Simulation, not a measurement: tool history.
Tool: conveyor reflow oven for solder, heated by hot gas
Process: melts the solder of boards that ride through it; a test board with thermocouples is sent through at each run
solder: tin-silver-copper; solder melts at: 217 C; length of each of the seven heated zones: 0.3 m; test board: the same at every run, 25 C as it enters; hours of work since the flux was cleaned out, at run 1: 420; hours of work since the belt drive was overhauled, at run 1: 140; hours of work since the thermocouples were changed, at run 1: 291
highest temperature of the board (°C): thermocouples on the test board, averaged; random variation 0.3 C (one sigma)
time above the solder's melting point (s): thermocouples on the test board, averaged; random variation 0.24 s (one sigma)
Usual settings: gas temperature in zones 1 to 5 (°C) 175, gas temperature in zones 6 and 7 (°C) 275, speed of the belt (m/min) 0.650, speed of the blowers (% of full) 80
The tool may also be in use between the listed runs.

run	day	gas temperature in zones 1 to 5 (°C)	gas temperature in zones 6 and 7 (°C)	speed of the belt (m/min)	speed of the blowers (% of full)	hours of work since the flux was cleaned out	hours of work since the belt drive was overhauled	hours of work since the thermocouples were changed	highest temperature of the board (°C)	time above the solder's melting point (s)
1	0.000	175	275	0.650	80	420	140	291	259.0	44.4
2	1.946	175	275	0.650	80	446	166	317	258.8	44.8
3	3.350	175	275	0.650	80	464	185	336	258.7	44.5
# day 4.262: flux residue cleaned out of gas plates and filters
4	6.017	175	275	0.650	70	23	218	369	259.3	44.8
5	7.604	173	275	0.650	80	44	239	390	261.1	45.7
6	9.183	173	275	0.618	80	66	260	411	262.6	49.0
7	10.350	182	275	0.618	80	81	275	426	265.1	51.9
8	11.483	182	275	0.618	80	96	291	441	264.3	51.7
9	14.067	188	275	0.618	80	130	325	476	265.2	53.5
10	15.950	175	275	0.728	80	156	350	501	257.8	39.3
11	17.979	175	275	0.728	80	183	377	528	257.5	39.0
12	19.192	175	275	0.728	80	199	393	544	257.2	39.1
13	21.404	175	275	0.650	80	228	423	573	260.8	45.9
14	23.592	175	275	0.650	80	257	452	603	261.5	45.7
15	24.958	175	270	0.650	80	275	470	621	256.1	44.6
16	26.550	175	270	0.650	80	297	491	642	256.1	43.7
17	28.500	175	270	0.650	80	323	517	668	256.4	43.3
18	29.612	178	275	0.706	84	337	532	683	259.0	42.5
19	31.696	175	276	0.650	70	365	560	710	258.6	44.5
20	34.150	175	276	0.650	70	398	592	743	258.6	45.0
21	36.025	183	275	0.599	85	423	617	768	264.5	54.3
22	37.892	183	275	0.599	85	448	642	793	265.4	54.3
# day 39.954: flux residue cleaned out of gas plates and filters
23	40.133	179	275	0.650	80	2	669	820	264.6	49.2
24	41.508	183	275	0.524	80	21	687	838	269.9	64.3
25	42.971	167	287	0.683	59	40	707	858	263.7	42.8
26	44.904	175	284	0.650	63	66	733	883	266.0	48.4
27	46.283	175	270	0.650	80	84	751	902	259.4	45.7
28	48.250	175	270	0.650	80	110	777	928	259.4	45.5
29	49.371	176	278	0.650	80	125	792	943	266.4	49.0

4 ways to go on from here, each from the tool as it stands after run 29. What would each give?
A	51.321	176	273	0.761	80	151	818	969	?	?
B	51.321	187	288	0.598	80	151	818	969	?	?
C	51.321	176	266	0.650	57	151	818	969	?	?
D	51.321	163	278	0.650	80	151	818	969	?	?

run	highest temperature of the board (°C)	time above the solder's melting point (s)
A	256.8	37.8
B	278.8	60.3
C	248.3	39.6
D	264.8	45.4
Without the tool's hidden state the same runs would have given:
run	highest temperature of the board (°C)	time above the solder's melting point (s)
A	254.7	36.3
B	276.3	58.5
C	245.8	37.4
D	262.5	43.8
